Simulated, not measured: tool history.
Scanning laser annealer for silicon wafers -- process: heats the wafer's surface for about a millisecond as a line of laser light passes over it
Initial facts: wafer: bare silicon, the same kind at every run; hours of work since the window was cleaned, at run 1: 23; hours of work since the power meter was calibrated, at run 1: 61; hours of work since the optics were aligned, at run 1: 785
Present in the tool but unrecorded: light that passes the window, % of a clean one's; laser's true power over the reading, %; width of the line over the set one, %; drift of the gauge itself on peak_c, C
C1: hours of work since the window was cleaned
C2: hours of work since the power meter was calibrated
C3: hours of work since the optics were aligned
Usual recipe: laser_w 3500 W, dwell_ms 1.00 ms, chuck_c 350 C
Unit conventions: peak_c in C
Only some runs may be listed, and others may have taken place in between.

Run 1, hour 0.0: usual settings; C1 23; C2 61; C3 785. Result: peak_c 1106 C.
Run 2, hour 8.6: usual settings; C1 27; C2 64; C3 788. Result: peak_c 1104 C.
Run 3, hour 19.4: usual settings but laser_w 3302 W; C1 31; C2 69; C3 793. Result: peak_c 1062 C.
Run 4, hour 24.7: usual settings but laser_w 3302 W; C1 33; C2 71; C3 795. Result: peak_c 1059 C.
Run 5, hour 33.4: usual settings but laser_w 3302 W; C1 37; C2 74; C3 799. Result: peak_c 1065 C.
Run 6, hour 41.0: usual settings but laser_w 3302 W; C1 40; C2 78; C3 802. Result: peak_c 1065 C.
Run 7, hour 51.5: usual settings; C1 45; C2 82; C3 806. Result: peak_c 1105 C.
Run 8, hour 59.1: usual settings; C1 48; C2 85; C3 809. Result: peak_c 1100 C.
Run 9, hour 64.7: usual settings; C1 50; C2 87; C3 812. Result: peak_c 1105 C.
Run 10, hour 72.6: usual settings; C1 53; C2 91; C3 815. Result: peak_c 1103 C.
Run 11, hour 80.6: usual settings but laser_w 3390 W, dwell_ms 1.09 ms, chuck_c 357 C; C1 57; C2 94; C3 818. Result: peak_c 1124 C.
At hour 83.3: window over the wafer cleaned.
Run 12, hour 92.0: usual settings but chuck_c 382 C; C1 4; C2 98; C3 822. Result: peak_c 1134 C.
Run 13, hour 98.1: usual settings but laser_w 3601 W, chuck_c 358 C; C1 6; C2 101; C3 825. Result: peak_c 1126 C.
Run 14, hour 103.7: usual settings but laser_w 3615 W, dwell_ms 0.88 ms, chuck_c 354 C; C1 8; C2 103; C3 827. Result: peak_c 1076 C.
Run 15, hour 108.7: usual settings but laser_w 3005 W, dwell_ms 0.77 ms; C1 11; C2 105; C3 829. Result: peak_c 919 C.
Run 16, hour 119.7: usual settings but laser_w 3476 W, dwell_ms 0.77 ms; C1 15; C2 109; C3 834. Result: peak_c 996 C.
Run 17, hour 130.3: usual settings but laser_w 3655 W, dwell_ms 0.79 ms, chuck_c 375 C; C1 20; C2 114; C3 838. Result: peak_c 1064 C.
Run 18, hour 136.1: usual settings but laser_w 3168 W, dwell_ms 0.89 ms, chuck_c 384 C; C1 22; C2 116; C3 840. Result: peak_c 1027 C.
Run 19, hour 143.9: usual settings but laser_w 3168 W, dwell_ms 1.09 ms, chuck_c 384 C; C1 25; C2 120; C3 844. Result: peak_c 1098 C.
At hour 151.5: window over the wafer cleaned, once more.
Run 20, hour 155.1: usual settings but laser_w 3009 W, dwell_ms 1.09 ms, chuck_c 385 C; C1 1; C2 123; C3 847. Result: peak_c 1078 C.

Here are 3 independent what-if runs from the current tool condition. What would each one return?
Run A, hour 160.4: usual settings but laser_w 3435 W, chuck_c 326 C; C1 4; C2 126; C3 850. Result: peak_c ?.
Run B, hour 160.4: usual settings but laser_w 3046 W, dwell_ms 0.88 ms; C1 4; C2 126; C3 850. Result: peak_c ?.
Run C, hour 160.4: usual settings but dwell_ms 0.97 ms; C1 4; C2 126; C3 850. Result: peak_c ?.

run  peak_c
  A    1067
  B     973
  C    1093
Had the tool no hidden state, the same runs would have come out as:
run  peak_c
  A    1078
  B     982
  C    1103
